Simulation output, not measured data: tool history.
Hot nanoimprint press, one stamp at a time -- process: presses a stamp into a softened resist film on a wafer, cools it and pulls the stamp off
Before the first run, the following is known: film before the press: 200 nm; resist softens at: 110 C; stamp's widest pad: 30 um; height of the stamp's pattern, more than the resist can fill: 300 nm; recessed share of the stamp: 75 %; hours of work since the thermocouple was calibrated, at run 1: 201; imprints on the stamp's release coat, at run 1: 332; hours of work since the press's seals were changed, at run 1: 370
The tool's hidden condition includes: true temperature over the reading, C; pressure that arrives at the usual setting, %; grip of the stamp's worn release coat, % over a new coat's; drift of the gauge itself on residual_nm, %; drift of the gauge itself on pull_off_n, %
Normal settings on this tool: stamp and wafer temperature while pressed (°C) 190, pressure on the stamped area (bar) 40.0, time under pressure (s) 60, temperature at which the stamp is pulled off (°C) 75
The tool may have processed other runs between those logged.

run	hour	stamp and wafer temperature while pressed (°C)	pressure on the stamped area (bar)	time under pressure (s)	temperature at which the stamp is pulled off (°C)	hours of work since the thermocouple was calibrated	imprints on the stamp's release coat	hours of work since the press's seals were changed	resist left under the stamp's widest pad (angstrom)	greatest force while the stamp is pulled off (N)
1	0.0	190	40.0	60	75	201	332	370	828	191
2	20.6	190	40.0	60	75	212	405	381	824	193
3	38.3	190	40.0	60	75	222	467	390	834	192
4	57.3	190	40.0	60	75	232	534	401	831	200
5	83.7	189	40.0	60	75	246	627	415	862	200
6	100.0	189	40.0	60	74	255	684	424	863	204
7	128.2	193	40.0	60	75	270	783	439	715	202
# hour 146.7: stamp cleaned and given a new release coat
8	170.8	191	40.0	60	75	290	85	459	797	181
9	203.1	190	40.0	43	75	307	198	476	965	186
10	235.7	190	40.0	43	75	325	313	494	958	192
11	264.2	190	40.0	43	75	340	413	509	975	197
12	299.3	190	40.0	60	75	359	537	528	856	203
13	336.0	190	40.0	60	75	379	666	548	853	203
# hour 360.5: plate thermocouple calibrated
14	363.2	190	40.0	60	75	1	751	561	886	210
# hour 390.7: stamp cleaned and given a new release coat
15	403.5	190	40.0	60	75	20	45	579	883	184
16	421.7	190	40.0	36	67	30	109	589	1072	203
17	457.2	190	50.3	72	70	49	233	608	741	198
18	478.4	179	47.5	51	83	60	308	620	1440	173
19	494.7	179	38.9	51	83	69	365	628	1538	182
20	521.9	179	38.9	51	83	84	461	643	1535	182
21	541.6	190	61.5	51	69	94	530	654	790	207
22	572.2	190	42.8	69	65	111	638	670	837	231
# hour 577.3: plate thermocouple calibrated, once more
23	612.2	183	42.8	69	72	19	768	690	1061	217
# hour 634.2: stamp cleaned and given a new release coat
24	637.4	193	37.3	60	75	29	11	700	714	173
25	661.2	193	26.7	57	72	42	95	713	864	192
26	688.6	190	40.0	60	75	57	192	728	813	183
27	717.7	190	29.1	70	83	72	294	744	881	171
28	736.4	194	40.0	60	72	83	359	754	658	199
29	771.2	194	58.0	99	66	101	482	773	459	213

Take each entry between the runs: how does the hidden state at the last listed run before it differ from the hidden state at the first listed run after it?
Runs 7 to 8: stamp cleaned and given a new release coat (hour 146.7)
  true temperature over the reading, C: -1.3 -> -1.39; pressure that arrives at the usual setting, %: 96.24 -> 96.07; grip of the stamp's worn release coat, % over a new coat's: 19 -> 2.1
  what was measured, less what the result would be without the hidden state, resist left under the stamp's widest pad (angstrom): +59 -> +69; greatest force while the stamp is pulled off (N): +35 -> +6
Runs 13 to 14: plate thermocouple calibrated (hour 360.5)
  true temperature over the reading, C: -1.79 -> -2.25; pressure that arrives at the usual setting, %: 95.3 -> 95.19; grip of the stamp's worn release coat, % over a new coat's: 16.1 -> 18.2
  what was measured, less what the result would be without the hidden state, resist left under the stamp's widest pad (angstrom): +91 -> +112; greatest force while the stamp is pulled off (N): +32 -> +36
Runs 14 to 15: stamp cleaned and given a new release coat (hour 390.7)
  true temperature over the reading, C: -2.25 -> -2.34; pressure that arrives at the usual setting, %: 95.19 -> 95.04; grip of the stamp's worn release coat, % over a new coat's: 18.2 -> 1.1
  what was measured, less what the result would be without the hidden state, resist left under the stamp's widest pad (angstrom): +112 -> +117; greatest force while the stamp is pulled off (N): +36 -> +6
Runs 22 to 23: plate thermocouple calibrated, once more (hour 577.3)
  true temperature over the reading, C: -2.75 -> -0.24; pressure that arrives at the usual setting, %: 94.28 -> 94.11; grip of the stamp's worn release coat, % over a new coat's: 15.5 -> 18.6
  what was measured, less what the result would be without the hidden state, resist left under the stamp's widest pad (angstrom): +134 -> +40; greatest force while the stamp is pulled off (N): +36 -> +35
Runs 23 to 24: stamp cleaned and given a new release coat (hour 634.2)
  true temperature over the reading, C: -0.24 -> -0.29; pressure that arrives at the usual setting, %: 94.11 -> 94.02; grip of the stamp's worn release coat, % over a new coat's: 18.6 -> 0.3
  what was measured, less what the result would be without the hidden state, resist left under the stamp's widest pad (angstrom): +40 -> +29; greatest force while the stamp is pulled off (N): +35 -> +1

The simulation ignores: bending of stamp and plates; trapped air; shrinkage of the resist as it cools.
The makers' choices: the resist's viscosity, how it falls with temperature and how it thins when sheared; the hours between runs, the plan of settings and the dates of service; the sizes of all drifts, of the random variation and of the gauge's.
